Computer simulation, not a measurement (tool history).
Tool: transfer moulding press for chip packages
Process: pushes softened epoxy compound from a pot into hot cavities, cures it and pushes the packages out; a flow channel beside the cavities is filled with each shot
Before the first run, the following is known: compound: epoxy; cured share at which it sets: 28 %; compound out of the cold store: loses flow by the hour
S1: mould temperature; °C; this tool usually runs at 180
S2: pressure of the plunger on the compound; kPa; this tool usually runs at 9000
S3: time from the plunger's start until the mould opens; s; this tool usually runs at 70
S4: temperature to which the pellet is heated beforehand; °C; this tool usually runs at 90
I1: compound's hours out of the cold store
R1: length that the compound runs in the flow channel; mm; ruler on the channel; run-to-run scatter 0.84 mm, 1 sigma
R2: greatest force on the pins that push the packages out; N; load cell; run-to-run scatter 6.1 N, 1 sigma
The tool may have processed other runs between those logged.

Run 1, hour 0: usual settings; I1 10.4. Result: R1 973.4 mm, R2 250 N.
At hour 6.8: cavities cleaned with cleaning compound and waxed.
At hour 51: cavities cleaned with cleaning compound and waxed.
Run 2, hour 53.2: usual settings; I1 45.7. Result: R1 809.8 mm, R2 228 N.
At hour 94.1: cavities cleaned with cleaning compound and waxed.
Run 3, hour 103.7: usual settings; I1 45.2. Result: R1 813 mm, R2 235 N.
At hour 125: plunger's sealing rings changed.
At hour 138.8: cavities cleaned with cleaning compound and waxed.
At hour 174.3: mould's thermocouples calibrated.
At hour 179.5: cavities cleaned with cleaning compound and waxed.
Run 4, hour 185.9: usual settings; I1 37.3. Result: R1 845.7 mm, R2 233 N.
At hour 220.4: cavities cleaned with cleaning compound and waxed.
Run 5, hour 252.5: usual settings; I1 11.8. Result: R1 963.9 mm, R2 252 N.
At hour 260.1: cavities cleaned with cleaning compound and waxed.
At hour 281.3: plunger's sealing rings changed.
At hour 303.9: cavities cleaned with cleaning compound and waxed.
Run 6, hour 325.5: usual settings; I1 41.1. Result: R1 830.3 mm, R2 234 N.
At hour 343.8: cavities cleaned with cleaning compound and waxed.
At hour 383.7: cavities cleaned with cleaning compound and waxed.
Run 7, hour 403.9: usual settings; I1 41.9. Result: R1 825.7 mm, R2 229 N.
At hour 423.8: cavities cleaned with cleaning compound and waxed.
At hour 434.6: plunger's sealing rings changed.
At hour 467.5: cavities cleaned with cleaning compound and waxed.
Run 8, hour 482.2: usual settings; I1 8. Result: R1 986.5 mm, R2 248 N.
At hour 507.4: cavities cleaned with cleaning compound and waxed.
At hour 547.5: cavities cleaned with cleaning compound and waxed.
Run 9, hour 549.8: usual settings; I1 22.1. Result: R1 914.9 mm, R2 246 N.
At hour 586: plunger's sealing rings changed.
At hour 592.2: cavities cleaned with cleaning compound and waxed.
Run 10, hour 628: usual settings but S1 181 °C; I1 22.2. Result: R1 910.1 mm, R2 239 N.
At hour 633.9: cavities cleaned with cleaning compound and waxed.
Run 11, hour 662.7: usual settings but S1 181 °C; I1 24.1. Result: R1 903.6 mm, R2 233 N.
At hour 674.2: cavities cleaned with cleaning compound and waxed.
Run 12, hour 701.1: usual settings; I1 8.4. Result: R1 982.9 mm, R2 256 N.
At hour 715.7: cavities cleaned with cleaning compound and waxed.
At hour 738.2: plunger's sealing rings changed.
Run 13, hour 749.5: usual settings; I1 29.6. Result: R1 881.7 mm, R2 229 N.
At hour 759.8: cavities cleaned with cleaning compound and waxed.
Run 14, hour 792.9: usual settings but S1 174 °C, S4 91 °C; I1 32.5. Result: R1 887.9 mm, R2 332 N.
At hour 801: cavities cleaned with cleaning compound and waxed.
At hour 844.5: cavities cleaned with cleaning compound and waxed.
Run 15, hour 860: usual settings but S1 184 °C, S3 71 s, S4 93 °C; I1 38.7. Result: R1 828.3 mm, R2 203 N.
At hour 884.9: cavities cleaned with cleaning compound and waxed.
At hour 893.5: plunger's sealing rings changed.
At hour 926.6: cavities cleaned with cleaning compound and waxed.
Run 16, hour 929.6: usual settings but S1 187 °C, S2 7930 kPa, S3 57 s, S4 91 °C; I1 43.6. Result: R1 749.9 mm, R2 235 N.
At hour 958.6: mould's thermocouples calibrated.
At hour 972.7: cavities cleaned with cleaning compound and waxed.
Run 17, hour 1002.2: usual settings but S1 173 °C, S2 8060 kPa, S4 97 °C; I1 14.9. Result: R1 924.1 mm, R2 379 N.
At hour 1013.1: cavities cleaned with cleaning compound and waxed.
Run 18, hour 1038.3: usual settings but S2 10500 kPa; I1 44.1. Result: R1 882.1 mm, R2 230 N.
At hour 1047: plunger's sealing rings changed.
At hour 1058.9: cavities cleaned with cleaning compound and waxed.
At hour 1097.7: cavities cleaned with cleaning compound and waxed.
Run 19, hour 1116.9: usual settings but S1 184 °C, S2 10260 kPa; I1 27.2. Result: R1 938.2 mm, R2 201 N.
At hour 1140.1: cavities cleaned with cleaning compound and waxed.
At hour 1179.8: cavities cleaned with cleaning compound and waxed.
Run 20, hour 1191.6: usual settings but S1 184 °C, S2 10260 kPa; I1 47.7. Result: R1 843.4 mm, R2 210 N.
At hour 1200: plunger's sealing rings changed.
At hour 1224.1: cavities cleaned with cleaning compound and waxed.
Run 21, hour 1233.3: usual settings but S1 177 °C, S2 8860 kPa, S3 71 s, S4 85 °C; I1 23.9. Result: R1 910.7 mm, R2 276 N.
At hour 1264: cavities cleaned with cleaning compound and waxed.
Run 22, hour 1280.1: usual settings but S1 186 °C, S2 7130 kPa, S3 71 s, S4 85 °C; I1 19.7. Result: R1 807.5 mm, R2 183 N.
At hour 1307.8: cavities cleaned with cleaning compound and waxed.
Run 23, hour 1333.2: usual settings but S1 187 °C, S2 9970 kPa, S3 99 s, S4 85 °C; I1 21.4. Result: R1 941.1 mm, R2 172 N.
At hour 1347.8: cavities cleaned with cleaning compound and waxed.
At hour 1353.4: plunger's sealing rings changed.
At hour 1389.7: cavities cleaned with cleaning compound and waxed.
Run 24, hour 1394.6: usual settings but S1 187 °C, S2 8850 kPa, S3 99 s, S4 85 °C; I1 24.1. Result: R1 876.4 mm, R2 173 N.
At hour 1433.1: cavities cleaned with cleaning compound and waxed.
Run 25, hour 1459.9: usual settings but S1 187 °C, S2 8850 kPa, S3 99 s, S4 85 °C; I1 47.1. Result: R1 776.9 mm, R2 180 N.

Consider 4 possible next runs. They are alternatives, not a sequence: every one starts from the tool as it was left by run 25. What does each give?
At hour 1472.3: cavities cleaned with cleaning compound and waxed.
Run A, hour 1498.7: usual settings but S1 187 °C, S2 9020 kPa, S3 99 s, S4 93 °C; I1 13.1. Result: R1 ?, R2 ?.
At hour 1472.3: cavities cleaned with cleaning compound and waxed.
Run B, hour 1498.7: usual settings but S1 186 °C, S2 10490 kPa, S4 98 °C; I1 41.7. Result: R1 ?, R2 ?.
At hour 1472.3: cavities cleaned with cleaning compound and waxed.
Run C, hour 1498.7: usual settings but S2 7800 kPa, S3 51 s; I1 43.5. Result: R1 ?, R2 ?.
At hour 1472.3: cavities cleaned with cleaning compound and waxed.
Run D, hour 1498.7: usual settings but S3 63 s; I1 44.3. Result: R1 ?, R2 ?.

run     R1   R2
  A  935.3  171
  B  873.7  194
  C  762.6  431
  D    817  284
The same runs, with their run-to-run variation unchanged, on a tool lacking any hidden condition would have given:
run     R1   R2
  A  935.8  169
  B  874.2  191
  C    763  424
  D  817.4  279

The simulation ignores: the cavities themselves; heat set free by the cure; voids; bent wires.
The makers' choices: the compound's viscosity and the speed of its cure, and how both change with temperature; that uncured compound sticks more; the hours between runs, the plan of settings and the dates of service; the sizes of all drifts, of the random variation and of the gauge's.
